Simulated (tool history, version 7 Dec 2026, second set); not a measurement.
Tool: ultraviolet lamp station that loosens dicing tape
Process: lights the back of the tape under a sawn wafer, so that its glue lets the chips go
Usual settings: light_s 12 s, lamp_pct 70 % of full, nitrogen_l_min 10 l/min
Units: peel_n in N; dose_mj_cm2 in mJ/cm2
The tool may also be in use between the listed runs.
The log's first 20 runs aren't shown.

run 21 hour=175.7 | light_s=12 lamp_pct=70 nitrogen_l_min=10 | peel_n=0.748 dose_mj_cm2=300
run 22 hour=183.4 | light_s=12 lamp_pct=70 nitrogen_l_min=10 | peel_n=0.756 dose_mj_cm2=299
run 23 hour=190.1 | light_s=12 lamp_pct=70 nitrogen_l_min=10 | peel_n=0.745 dose_mj_cm2=301
run 24 hour=196.1 | light_s=12 lamp_pct=62 nitrogen_l_min=10 | peel_n=0.971 dose_mj_cm2=270
run 25 hour=205.6 | light_s=15 lamp_pct=85 nitrogen_l_min=18 | peel_n=0.278 dose_mj_cm2=453
run 26 hour=212.3 | light_s=15 lamp_pct=70 nitrogen_l_min=14 | peel_n=0.383 dose_mj_cm2=370
run 27 hour=220.7 | light_s=15 lamp_pct=70 nitrogen_l_min=14 | peel_n=0.426 dose_mj_cm2=373
run 28 hour=226.8 | light_s=12 lamp_pct=88 nitrogen_l_min=14 | peel_n=0.407 dose_mj_cm2=375
run 29 hour=238.3 | light_s=12 lamp_pct=88 nitrogen_l_min=14 | peel_n=0.404 dose_mj_cm2=374
run 30 hour=247.1 | light_s=8 lamp_pct=73 nitrogen_l_min=3 | peel_n=2.747 dose_mj_cm2=205
run 31 hour=254.8 | light_s=8 lamp_pct=73 nitrogen_l_min=3 | peel_n=2.690 dose_mj_cm2=203
run 32 hour=262.6 | light_s=8 lamp_pct=73 nitrogen_l_min=3 | peel_n=2.716 dose_mj_cm2=205
run 33 hour=271.2 | light_s=7 lamp_pct=66 nitrogen_l_min=15 | peel_n=1.822 dose_mj_cm2=160
run 34 hour=276.2 | light_s=7 lamp_pct=66 nitrogen_l_min=15 | peel_n=1.824 dose_mj_cm2=156
run 35 hour=286.8 | light_s=7 lamp_pct=66 nitrogen_l_min=15 | peel_n=1.853 dose_mj_cm2=164
run 36 hour=293.4 | light_s=15 lamp_pct=64 nitrogen_l_min=4 | peel_n=1.173 dose_mj_cm2=332
run 37 hour=304.6 | light_s=7 lamp_pct=64 nitrogen_l_min=6 | peel_n=2.805 dose_mj_cm2=159
run 38 hour=309.7 | light_s=11 lamp_pct=70 nitrogen_l_min=10 | peel_n=0.972 dose_mj_cm2=270
run 39 hour=316.2 | light_s=11 lamp_pct=70 nitrogen_l_min=10 | peel_n=0.964 dose_mj_cm2=262
run 40 hour=323.5 | light_s=12 lamp_pct=70 nitrogen_l_min=16 | peel_n=0.581 dose_mj_cm2=284
run 41 hour=330.4 | light_s=6 lamp_pct=70 nitrogen_l_min=3 | peel_n=3.844 dose_mj_cm2=144
run 42 hour=339.5 | light_s=6 lamp_pct=70 nitrogen_l_min=3 | peel_n=3.830 dose_mj_cm2=146
run 43 hour=348.9 | light_s=9 lamp_pct=78 nitrogen_l_min=6 | peel_n=1.537 dose_mj_cm2=242

Forecast each of these 3 alternatives for the next run:
run A hour=354.9 | light_s=12 lamp_pct=94 nitrogen_l_min=10 | peel_n=? dose_mj_cm2=?
run B hour=354.9 | light_s=8 lamp_pct=78 nitrogen_l_min=6 | peel_n=? dose_mj_cm2=?
run C hour=354.9 | light_s=9 lamp_pct=82 nitrogen_l_min=6 | peel_n=? dose_mj_cm2=?

run=A peel_n=0.475 dose_mj_cm2=383
run=B peel_n=1.911 dose_mj_cm2=215
run=C peel_n=1.397 dose_mj_cm2=248
Without the tool's hidden state the same runs would have given:
run=A peel_n=0.329 dose_mj_cm2=475
run=B peel_n=1.364 dose_mj_cm2=266
run=C peel_n=0.954 dose_mj_cm2=309
